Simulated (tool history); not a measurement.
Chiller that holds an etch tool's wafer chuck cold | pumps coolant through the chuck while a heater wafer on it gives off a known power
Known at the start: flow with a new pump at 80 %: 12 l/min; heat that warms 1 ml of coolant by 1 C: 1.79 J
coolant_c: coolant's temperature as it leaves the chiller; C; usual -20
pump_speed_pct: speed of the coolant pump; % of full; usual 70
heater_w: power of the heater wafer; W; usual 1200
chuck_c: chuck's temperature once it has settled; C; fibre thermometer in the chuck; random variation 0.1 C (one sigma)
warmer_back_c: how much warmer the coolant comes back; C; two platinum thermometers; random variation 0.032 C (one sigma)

Run 1, hour 0.0: usual settings. Result: chuck_c -10.1 C, warmer_back_c 4.03 C.
Run 2, hour 82.1: usual settings. Result: chuck_c -10.4 C, warmer_back_c 4.05 C.
Run 3, hour 150.9: usual settings but heater_w 947 W. Result: chuck_c -12.2 C, warmer_back_c 3.15 C.
Run 4, hour 220.1: usual settings but heater_w 978 W. Result: chuck_c -11.8 C, warmer_back_c 3.31 C.
Run 5, hour 267.4: usual settings but heater_w 978 W. Result: chuck_c -11.8 C, warmer_back_c 3.24 C.
Run 6, hour 325.0: usual settings but heater_w 978 W. Result: chuck_c -11.8 C, warmer_back_c 3.30 C.
Run 7, hour 395.1: usual settings but heater_w 1314 W. Result: chuck_c -9.3 C, warmer_back_c 4.40 C.
Run 8, hour 482.2: usual settings but heater_w 1314 W. Result: chuck_c -9.0 C, warmer_back_c 4.45 C.
Run 9, hour 542.4: usual settings. Result: chuck_c -10.1 C, warmer_back_c 4.01 C.
Run 10, hour 621.0: usual settings but coolant_c -14 C. Result: chuck_c -4.0 C, warmer_back_c 4.01 C.
Run 11, hour 687.5: usual settings but coolant_c -14 C. Result: chuck_c -4.0 C, warmer_back_c 4.03 C.
At hour 704.4: chiller's thermometer calibrated.
Run 12, hour 767.5: usual settings but heater_w 723 W. Result: chuck_c -13.9 C, warmer_back_c 2.45 C.
Run 13, hour 805.2: usual settings but heater_w 723 W. Result: chuck_c -14.2 C, warmer_back_c 2.44 C.
Run 14, hour 891.4: usual settings. Result: chuck_c -10.1 C, warmer_back_c 4.13 C.
Run 15, hour 972.7: usual settings. Result: chuck_c -10.2 C, warmer_back_c 4.06 C.
Run 16, hour 1046.0: usual settings but coolant_c -28 C, pump_speed_pct 85 % of full, heater_w 1048 W. Result: chuck_c -20.7 C, warmer_back_c 2.81 C.
Run 17, hour 1108.8: usual settings but coolant_c -28 C, pump_speed_pct 89 % of full, heater_w 1262 W. Result: chuck_c -19.4 C, warmer_back_c 3.24 C.
Run 18, hour 1162.0: usual settings but coolant_c -15 C, pump_speed_pct 66 % of full, heater_w 895 W. Result: chuck_c -7.1 C, warmer_back_c 3.19 C.
Run 19, hour 1203.9: usual settings but pump_speed_pct 92 % of full. Result: chuck_c -12.0 C, warmer_back_c 3.00 C.
Run 20, hour 1271.0: usual settings but coolant_c -28 C, pump_speed_pct 73 % of full, heater_w 1638 W. Result: chuck_c -15.1 C, warmer_back_c 5.33 C.
Run 21, hour 1346.2: usual settings but coolant_c -28 C, pump_speed_pct 73 % of full, heater_w 1638 W. Result: chuck_c -15.1 C, warmer_back_c 5.36 C.
Run 22, hour 1383.3: usual settings but coolant_c -11 C, pump_speed_pct 97 % of full, heater_w 1638 W. Result: chuck_c -0.6 C, warmer_back_c 3.82 C.
Run 23, hour 1441.8: usual settings but coolant_c -24 C, pump_speed_pct 61 % of full, heater_w 627 W. Result: chuck_c -18.3 C, warmer_back_c 2.49 C.
Run 24, hour 1522.5: usual settings but coolant_c -24 C, pump_speed_pct 61 % of full, heater_w 627 W. Result: chuck_c -18.2 C, warmer_back_c 2.48 C.
Run 25, hour 1601.0: usual settings but coolant_c -12 C. Result: chuck_c -1.9 C, warmer_back_c 4.11 C.
Run 26, hour 1648.1: usual settings but coolant_c -22 C, pump_speed_pct 77 % of full. Result: chuck_c -12.9 C, warmer_back_c 3.66 C.
Run 27, hour 1705.6: usual settings but coolant_c -27 C, pump_speed_pct 82 % of full, heater_w 1068 W. Result: chuck_c -19.2 C, warmer_back_c 3.02 C.
Run 28, hour 1780.2: usual settings but heater_w 1746 W. Result: chuck_c -5.5 C, warmer_back_c 5.92 C.

Forecast run 29:
Run 29, hour 1849.6: usual settings but coolant_c -24 C, pump_speed_pct 79 % of full, heater_w 1388 W. Result: chuck_c ?, warmer_back_c ?.

{"run 29": {"chuck_c": -13.7, "warmer_back_c": 4.14}}
Without the tool's hidden state the same run would have given chuck_c -14.8 C, warmer_back_c 3.95 C.
